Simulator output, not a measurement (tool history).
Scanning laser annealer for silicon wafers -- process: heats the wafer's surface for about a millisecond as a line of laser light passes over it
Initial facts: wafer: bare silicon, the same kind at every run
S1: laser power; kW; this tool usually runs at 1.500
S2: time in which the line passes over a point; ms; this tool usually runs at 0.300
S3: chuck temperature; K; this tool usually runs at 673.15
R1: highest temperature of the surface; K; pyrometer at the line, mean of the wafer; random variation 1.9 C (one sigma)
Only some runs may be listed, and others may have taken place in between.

run 1 day=0.000 | S1=1.500 S2=0.300 S3=673.15 | R1=1394.15
run 2 day=0.742 | S1=1.500 S2=0.300 S3=673.15 | R1=1397.15
run 3 day=1.433 | S1=1.500 S2=0.300 S3=673.15 | R1=1396.15
run 4 day=2.179 | S1=1.500 S2=0.300 S3=673.15 | R1=1398.15
run 5 day=2.800 | S1=1.500 S2=0.300 S3=673.15 | R1=1396.15
run 6 day=3.579 | S1=1.500 S2=0.300 S3=705.15 | R1=1427.15
run 7 day=4.396 | S1=1.500 S2=0.300 S3=705.15 | R1=1428.15
run 8 day=4.842 | S1=1.500 S2=0.300 S3=705.15 | R1=1428.15
run 9 day=5.512 | S1=1.500 S2=0.300 S3=705.15 | R1=1425.15
run 10 day=6.175 | S1=1.500 S2=0.300 S3=705.15 | R1=1427.15
run 11 day=6.775 | S1=1.500 S2=0.300 S3=705.15 | R1=1427.15
run 12 day=7.433 | S1=1.500 S2=0.241 S3=673.15 | R1=1331.15
run 13 day=8.317 | S1=1.500 S2=0.241 S3=673.15 | R1=1333.15
run 14 day=9.071 | S1=1.500 S2=0.241 S3=673.15 | R1=1333.15
run 15 day=9.833 | S1=1.500 S2=0.241 S3=673.15 | R1=1331.15
run 16 day=10.267 | S1=1.500 S2=0.241 S3=673.15 | R1=1332.15
run 17 day=11.179 | S1=1.500 S2=0.287 S3=636.15 | R1=1346.15
run 18 day=11.579 | S1=1.500 S2=0.287 S3=636.15 | R1=1345.15
run 19 day=12.288 | S1=1.500 S2=0.287 S3=636.15 | R1=1346.15
run 20 day=13.204 | S1=1.500 S2=0.287 S3=636.15 | R1=1344.15
run 21 day=13.621 | S1=1.500 S2=0.287 S3=636.15 | R1=1346.15
run 22 day=14.283 | S1=1.440 S2=0.300 S3=673.15 | R1=1369.15
run 23 day=14.946 | S1=1.581 S2=0.357 S3=712.15 | R1=1528.15
run 24 day=15.738 | S1=1.575 S2=0.236 S3=671.15 | R1=1354.15
run 25 day=16.558 | S1=1.471 S2=0.236 S3=672.15 | R1=1314.15
run 26 day=17.317 | S1=1.465 S2=0.367 S3=646.15 | R1=1412.15

Forecast each of these 4 alternatives for the next run:
run A day=17.833 | S1=1.397 S2=0.315 S3=664.15 | R1=?
run B day=17.833 | S1=1.446 S2=0.259 S3=673.15 | R1=?
run C day=17.833 | S1=1.447 S2=0.299 S3=695.15 | R1=?
run D day=17.833 | S1=1.352 S2=0.316 S3=682.15 | R1=?

run=A R1=1355.15
run=B R1=1328.15
run=C R1=1393.15
run=D R1=1356.15
With the hidden condition removed and each run's random variation left untouched, the same runs would have given:
run=A R1=1356.15
run=B R1=1328.15
run=C R1=1394.15
run=D R1=1356.15

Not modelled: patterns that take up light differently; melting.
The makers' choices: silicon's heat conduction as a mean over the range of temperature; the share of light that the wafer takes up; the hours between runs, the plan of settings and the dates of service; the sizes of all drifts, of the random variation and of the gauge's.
